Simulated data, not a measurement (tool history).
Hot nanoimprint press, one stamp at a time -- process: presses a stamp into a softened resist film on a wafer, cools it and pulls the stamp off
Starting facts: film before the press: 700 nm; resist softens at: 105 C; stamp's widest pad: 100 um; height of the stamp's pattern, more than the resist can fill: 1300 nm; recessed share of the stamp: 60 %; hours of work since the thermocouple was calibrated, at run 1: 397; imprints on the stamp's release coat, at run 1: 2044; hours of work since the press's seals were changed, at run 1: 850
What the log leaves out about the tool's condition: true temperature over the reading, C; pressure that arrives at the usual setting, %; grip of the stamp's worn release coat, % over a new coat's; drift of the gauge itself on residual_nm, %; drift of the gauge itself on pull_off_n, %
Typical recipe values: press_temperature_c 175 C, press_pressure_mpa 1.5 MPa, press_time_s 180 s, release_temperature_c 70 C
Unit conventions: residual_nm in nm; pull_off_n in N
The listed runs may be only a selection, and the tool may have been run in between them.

run   hour  press_temperature_c  press_pressure_mpa  press_time_s  release_temperature_c  hours of work since the thermocouple was calibrated  imprints on the stamp's release coat  hours of work since the press's seals were changed  residual_nm  pull_off_n
  1      0                  175                 1.5           180                     70                                                  397                                  2044                                                 850        277.5         231
  2   22.8                  175                 1.5           180                     70                                                  410                                  2113                                                 862        277.8         245
  3   41.3                  175                 1.5           180                     70                                                  420                                  2169                                                 873        276.8         239
  4   59.9                  175                 1.5           180                     70                                                  431                                  2226                                                 883        274.8         247
      76.7  -- plate thermocouple calibrated
  5   86.5                  175                 1.5           344                     70                                                    5                                  2298                                                 896        214.7         228
  6  107.9                  175                 1.5           180                     70                                                   17                                  2363                                                 908        276.9         237
     137.7  -- stamp cleaned and given a new release coat
  7  146.6                  175                 1.5           180                     70                                                   36                                    27                                                 927        278.4         238
  8  167.7                  175                1.51           180                     70                                                   47                                    91                                                 938        274.7         233
  9  201.2                  170                1.68           245                     65                                                   66                                   193                                                 957        301.1         246
 10  241.9                  182                1.68           245                     76                                                   89                                   316                                                 980        161.8         224
 11  271.4                  182                 1.5           180                     77                                                  105                                   406                                                 996        194.6         227
 12  310.3                  182                 1.5           270                     77                                                  127                                   524                                                1018        163.8         225

What differs in the tool's unlogged condition from the final listed run ahead of each entry between runs to the first listed run following it?
In the gap between runs 4 and 5: plate thermocouple calibrated (hour 76.7)
  true temperature over the reading, C: -0.02 -> 0; drift of the gauge itself on residual_nm, %: -0.15 -> -0.2
  the result without the hidden state subtracted from the measured one, residual_nm: +0 -> -0.3 nm; pull_off_n: +5 -> +4 N
In the gap between runs 6 and 7: stamp cleaned and given a new release coat (hour 137.7)
  pressure that arrives at the usual setting, %: 99.92 -> 99.91; grip of the stamp's worn release coat, % over a new coat's: 1.9 -> 0; drift of the gauge itself on residual_nm, %: -0.26 -> -0.34
  the result without the hidden state subtracted from the measured one, residual_nm: -0.6 -> -0.8 nm; pull_off_n: +4 -> +0 N
